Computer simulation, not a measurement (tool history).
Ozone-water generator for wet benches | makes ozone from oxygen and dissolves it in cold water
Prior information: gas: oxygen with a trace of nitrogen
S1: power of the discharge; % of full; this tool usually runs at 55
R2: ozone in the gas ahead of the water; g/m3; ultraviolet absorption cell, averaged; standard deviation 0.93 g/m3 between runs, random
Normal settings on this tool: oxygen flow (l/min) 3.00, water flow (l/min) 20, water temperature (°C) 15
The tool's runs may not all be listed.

{"run": 1, "hour": 0.0, "S1": 55, "oxygen flow (l/min)": 3.0, "water flow (l/min)": 20, "water temperature (°C)": 15, "dissolved ozone (ppm)": 12.73, "R2": 156.9}
{"run": 2, "hour": 86.1, "S1": 55, "oxygen flow (l/min)": 3.0, "water flow (l/min)": 16, "water temperature (°C)": 15, "dissolved ozone (ppm)": 15.79, "R2": 155.5}
{"run": 3, "hour": 140.3, "S1": 87, "oxygen flow (l/min)": 3.0, "water flow (l/min)": 20, "water temperature (°C)": 15, "dissolved ozone (ppm)": 18.38, "R2": 227.6}
{"run": 4, "hour": 238.9, "S1": 87, "oxygen flow (l/min)": 3.0, "water flow (l/min)": 20, "water temperature (°C)": 15, "dissolved ozone (ppm)": 18.2, "R2": 226.0}
{"run": 5, "hour": 343.6, "S1": 99, "oxygen flow (l/min)": 3.0, "water flow (l/min)": 20, "water temperature (°C)": 15, "dissolved ozone (ppm)": 20.31, "R2": 250.8}
{"run": 6, "hour": 417.3, "S1": 81, "oxygen flow (l/min)": 3.0, "water flow (l/min)": 20, "water temperature (°C)": 15, "dissolved ozone (ppm)": 17.18, "R2": 213.6}
{"run": 7, "hour": 507.4, "S1": 81, "oxygen flow (l/min)": 3.0, "water flow (l/min)": 20, "water temperature (°C)": 15, "dissolved ozone (ppm)": 17.22, "R2": 211.7}
{"run": 8, "hour": 563.8, "S1": 75, "oxygen flow (l/min)": 3.0, "water flow (l/min)": 20, "water temperature (°C)": 15, "dissolved ozone (ppm)": 16.11, "R2": 200.8}
{"run": 9, "hour": 641.3, "S1": 75, "oxygen flow (l/min)": 3.0, "water flow (l/min)": 20, "water temperature (°C)": 15, "dissolved ozone (ppm)": 16.01, "R2": 198.9}
{"run": 10, "hour": 751.7, "S1": 75, "oxygen flow (l/min)": 3.0, "water flow (l/min)": 20, "water temperature (°C)": 15, "dissolved ozone (ppm)": 15.97, "R2": 198.6}
{"run": 11, "hour": 862.6, "S1": 55, "oxygen flow (l/min)": 3.0, "water flow (l/min)": 20, "water temperature (°C)": 15, "dissolved ozone (ppm)": 12.48, "R2": 153.7}
{"run": 12, "hour": 941.1, "S1": 55, "oxygen flow (l/min)": 3.0, "water flow (l/min)": 20, "water temperature (°C)": 17, "dissolved ozone (ppm)": 12.28, "R2": 153.4}
{"run": 13, "hour": 1042.0, "S1": 55, "oxygen flow (l/min)": 3.0, "water flow (l/min)": 20, "water temperature (°C)": 15, "dissolved ozone (ppm)": 12.4, "R2": 154.3}
{"run": 14, "hour": 1102.8, "S1": 55, "oxygen flow (l/min)": 3.26, "water flow (l/min)": 20, "water temperature (°C)": 15, "dissolved ozone (ppm)": 12.95, "R2": 150.8}
{"run": 15, "hour": 1164.8, "S1": 55, "oxygen flow (l/min)": 3.26, "water flow (l/min)": 20, "water temperature (°C)": 15, "dissolved ozone (ppm)": 12.93, "R2": 150.9}
{"run": 16, "hour": 1264.1, "S1": 55, "oxygen flow (l/min)": 3.26, "water flow (l/min)": 20, "water temperature (°C)": 15, "dissolved ozone (ppm)": 12.86, "R2": 147.9}
{"run": 17, "hour": 1318.6, "S1": 55, "oxygen flow (l/min)": 3.51, "water flow (l/min)": 20, "water temperature (°C)": 10, "dissolved ozone (ppm)": 13.79, "R2": 145.6}
{"run": 18, "hour": 1379.9, "S1": 62, "oxygen flow (l/min)": 3.0, "water flow (l/min)": 20, "water temperature (°C)": 15, "dissolved ozone (ppm)": 13.45, "R2": 169.5}
{"run": 19, "hour": 1487.0, "S1": 64, "oxygen flow (l/min)": 2.77, "water flow (l/min)": 23, "water temperature (°C)": 20, "dissolved ozone (ppm)": 11.16, "R2": 177.0}
{"run": 20, "hour": 1551.1, "S1": 64, "oxygen flow (l/min)": 2.77, "water flow (l/min)": 15, "water temperature (°C)": 11, "dissolved ozone (ppm)": 18.77, "R2": 176.5}
{"run": 21, "hour": 1632.9, "S1": 64, "oxygen flow (l/min)": 2.77, "water flow (l/min)": 15, "water temperature (°C)": 11, "dissolved ozone (ppm)": 18.74, "R2": 176.2}
{"run": 22, "hour": 1690.9, "S1": 45, "oxygen flow (l/min)": 5.06, "water flow (l/min)": 24, "water temperature (°C)": 23, "dissolved ozone (ppm)": 9.42, "R2": 110.9}
{"run": 23, "hour": 1741.1, "S1": 97, "oxygen flow (l/min)": 3.96, "water flow (l/min)": 20, "water temperature (°C)": 15, "dissolved ozone (ppm)": 21.1, "R2": 220.5}
{"run": 24, "hour": 1808.5, "S1": 55, "oxygen flow (l/min)": 3.09, "water flow (l/min)": 20, "water temperature (°C)": 20, "dissolved ozone (ppm)": 11.83, "R2": 152.0}
{"run": 25, "hour": 1888.5, "S1": 44, "oxygen flow (l/min)": 3.09, "water flow (l/min)": 20, "water temperature (°C)": 13, "dissolved ozone (ppm)": 10.6, "R2": 125.1}
{"run": 26, "hour": 1994.9, "S1": 44, "oxygen flow (l/min)": 3.09, "water flow (l/min)": 20, "water temperature (°C)": 13, "dissolved ozone (ppm)": 10.57, "R2": 127.1}
{"run": 27, "hour": 2046.2, "S1": 44, "oxygen flow (l/min)": 3.09, "water flow (l/min)": 20, "water temperature (°C)": 13, "dissolved ozone (ppm)": 10.58, "R2": 126.6}
{"run": 28, "hour": 2150.7, "S1": 46, "oxygen flow (l/min)": 3.0, "water flow (l/min)": 30, "water temperature (°C)": 16, "dissolved ozone (ppm)": 6.77, "R2": 133.2}
{"run": 29, "hour": 2258.0, "S1": 46, "oxygen flow (l/min)": 3.0, "water flow (l/min)": 30, "water temperature (°C)": 16, "dissolved ozone (ppm)": 6.6, "R2": 132.8}
{"run": 30, "hour": 2323.7, "S1": 40, "oxygen flow (l/min)": 3.0, "water flow (l/min)": 20, "water temperature (°C)": 15, "dissolved ozone (ppm)": 9.39, "R2": 118.6}
{"run": 31, "hour": 2413.2, "S1": 70, "oxygen flow (l/min)": 1.52, "water flow (l/min)": 13, "water temperature (°C)": 17, "dissolved ozone (ppm)": 16.86, "R2": 225.0}
{"run": 32, "hour": 2457.8, "S1": 70, "oxygen flow (l/min)": 1.52, "water flow (l/min)": 13, "water temperature (°C)": 17, "dissolved ozone (ppm)": 16.77, "R2": 227.0}

Consider 3 possible next runs. They are alternatives, not a sequence: every one starts from the tool as it was left by run 32. What does each give?
{"run": "A", "hour": 2533.6, "S1": 70, "oxygen flow (l/min)": 2.73, "water flow (l/min)": 13, "water temperature (°C)": 17, "dissolved ozone (ppm)": "?", "R2": "?"}
{"run": "B", "hour": 2533.6, "S1": 46, "oxygen flow (l/min)": 1.52, "water flow (l/min)": 13, "water temperature (°C)": 17, "dissolved ozone (ppm)": "?", "R2": "?"}
{"run": "C", "hour": 2533.6, "S1": 55, "oxygen flow (l/min)": 1.52, "water flow (l/min)": 20, "water temperature (°C)": 15, "dissolved ozone (ppm)": "?", "R2": "?"}

run=A dissolved_ozone_(ppm)=20.67 R2=189.1
run=B dissolved_ozone_(ppm)=12.07 R2=163.4
run=C dissolved_ozone_(ppm)=9.05 R2=186.8
Without the tool's unlogged condition, the same runs would have read:
run=A dissolved_ozone_(ppm)=22.00 R2=197.6
run=B dissolved_ozone_(ppm)=12.65 R2=168.3
run=C dissolved_ozone_(ppm)=9.59 R2=193.6

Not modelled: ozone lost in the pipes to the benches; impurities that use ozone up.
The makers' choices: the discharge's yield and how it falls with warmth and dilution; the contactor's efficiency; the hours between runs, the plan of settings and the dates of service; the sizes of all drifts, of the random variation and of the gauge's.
